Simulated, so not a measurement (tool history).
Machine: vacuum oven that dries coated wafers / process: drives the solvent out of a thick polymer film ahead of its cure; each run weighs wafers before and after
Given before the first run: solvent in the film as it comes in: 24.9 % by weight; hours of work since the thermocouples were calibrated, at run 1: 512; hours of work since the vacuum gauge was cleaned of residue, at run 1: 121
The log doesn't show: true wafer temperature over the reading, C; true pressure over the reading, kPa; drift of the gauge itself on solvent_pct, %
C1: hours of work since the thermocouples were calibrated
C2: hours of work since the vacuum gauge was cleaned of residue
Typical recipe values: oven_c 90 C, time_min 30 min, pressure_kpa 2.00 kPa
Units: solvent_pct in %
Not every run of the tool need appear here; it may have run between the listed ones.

Run 1, hour 0.0: usual settings; C1 512; C2 121. Result: solvent_pct 1.66 %.
Run 2, hour 73.6: usual settings; C1 569; C2 177. Result: solvent_pct 1.70 %.
Run 3, hour 162.2: usual settings but pressure_kpa 7.37 kPa; C1 637; C2 245. Result: solvent_pct 4.06 %.
At hour 175.4: oven's thermocouples calibrated.
Run 4, hour 225.2: usual settings; C1 38; C2 292. Result: solvent_pct 1.68 %.
Run 5, hour 299.7: usual settings but pressure_kpa 1.20 kPa; C1 96; C2 349. Result: solvent_pct 1.27 %.
Run 6, hour 367.1: usual settings but time_min 21 min; C1 147; C2 401. Result: solvent_pct 2.89 %.
Run 7, hour 428.1: usual settings but time_min 21 min; C1 194; C2 448. Result: solvent_pct 2.90 %.
Run 8, hour 510.0: usual settings but time_min 21 min, pressure_kpa 6.45 kPa; C1 257; C2 511. Result: solvent_pct 4.76 %.
Run 9, hour 594.7: usual settings but time_min 52 min, pressure_kpa 2.23 kPa; C1 322; C2 576. Result: solvent_pct 1.13 %.
Run 10, hour 639.1: usual settings but time_min 52 min, pressure_kpa 2.23 kPa; C1 356; C2 610. Result: solvent_pct 1.11 %.
Run 11, hour 709.8: usual settings but oven_c 103 C, time_min 33 min, pressure_kpa 4.06 kPa; C1 411; C2 664. Result: solvent_pct 1.24 %.
Run 12, hour 794.1: usual settings but oven_c 96 C, time_min 50 min, pressure_kpa 1.06 kPa; C1 475; C2 729. Result: solvent_pct 0.42 %.
Run 13, hour 866.4: usual settings but oven_c 78 C, time_min 16 min, pressure_kpa 1.91 kPa; C1 531; C2 785. Result: solvent_pct 8.18 %.

Each row is a separate what-if for the run after 13, all from the same tool condition, not one after another. Results?
Run A, hour 918.0: usual settings but time_min 27 min, pressure_kpa 2.98 kPa; C1 571; C2 824. Result: solvent_pct ?.
Run B, hour 918.0: usual settings but pressure_kpa 3.22 kPa; C1 571; C2 824. Result: solvent_pct ?.
Run C, hour 918.0: usual settings but pressure_kpa 4.16 kPa; C1 571; C2 824. Result: solvent_pct ?.

run  solvent_pct
  A         2.41
  B         2.23
  C         2.66
Stripped of hidden state, with their random variation kept, the same runs would have yielded:
run  solvent_pct
  A         2.41
  B         2.23
  C         2.65
